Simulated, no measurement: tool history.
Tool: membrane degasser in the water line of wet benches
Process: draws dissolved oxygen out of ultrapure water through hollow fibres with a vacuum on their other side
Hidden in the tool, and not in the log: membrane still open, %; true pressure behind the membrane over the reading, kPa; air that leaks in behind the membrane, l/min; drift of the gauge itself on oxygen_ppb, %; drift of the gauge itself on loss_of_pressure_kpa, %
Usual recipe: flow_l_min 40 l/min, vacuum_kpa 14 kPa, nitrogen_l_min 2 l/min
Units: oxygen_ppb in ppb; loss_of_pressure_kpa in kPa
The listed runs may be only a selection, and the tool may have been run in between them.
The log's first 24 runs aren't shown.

| run | hour | flow_l_min | vacuum_kpa | nitrogen_l_min | hours since the membrane was changed | hours since the vacuum gauge was calibrated | hours since the vacuum lines were made tight | oxygen_ppb | loss_of_pressure_kpa |
|---|---|---|---|---|---|---|---|---|---|
| 25 | 955.8 | 40 | 10.7 | 2 | 2647 | 1900 | 6793 | 355 | 63.89 |
| 26 | 1005.6 | 42 | 14 | 2.96 | 2696 | 1949 | 6843 | 372.3 | 66.29 |
| 27 | 1030.7 | 26 | 14.4 | 1.24 | 2721 | 1974 | 6868 | 511.1 | 41.31 |
| 28 | 1078.9 | 26 | 34.4 | 1.24 | 2770 | 2023 | 6916 | 1282.5 | 41.45 |
| 29 | 1116.1 | 63 | 33.9 | 3.48 | 2807 | 2060 | 6953 | 1213.8 | 100.08 |
| 30 | 1153.1 | 34 | 20.8 | 1.07 | 2844 | 2097 | 6990 | 1067 | 53.82 |
| 31 | 1200.7 | 34 | 20.8 | 1.07 | 2891 | 2144 | 7038 | 1071 | 53.92 |
| 32 | 1242.6 | 34 | 20.8 | 0.94 | 2933 | 2186 | 7080 | 1189.2 | 54.1 |
| 33 | 1267.7 | 34 | 10.8 | 1.4 | 2958 | 2211 | 7105 | 406.4 | 54.09 |

3 options for the next run, each taken on its own from the tool as it stands now. Forecast them:
| A | 1320.2 | 46 | 11.5 | 1.2 | 3011 | 2264 | 7157 | ? | ? |
| B | 1320.2 | 34 | 11.8 | 1.21 | 3011 | 2264 | 7157 | ? | ? |
| C | 1320.2 | 55 | 25.9 | 0.95 | 3011 | 2264 | 7157 | ? | ? |

| run | oxygen_ppb | loss_of_pressure_kpa |
|---|---|---|
| A | 645.5 | 73.38 |
| B | 510 | 53.88 |
| C | 2002.7 | 87.2 |
Had the tool no hidden state, the same runs would have come out as:
| run | oxygen_ppb | loss_of_pressure_kpa |
|---|---|---|
| A | 626.9 | 72.28 |
| B | 493.5 | 53.07 |
| C | 1985.9 | 85.9 |

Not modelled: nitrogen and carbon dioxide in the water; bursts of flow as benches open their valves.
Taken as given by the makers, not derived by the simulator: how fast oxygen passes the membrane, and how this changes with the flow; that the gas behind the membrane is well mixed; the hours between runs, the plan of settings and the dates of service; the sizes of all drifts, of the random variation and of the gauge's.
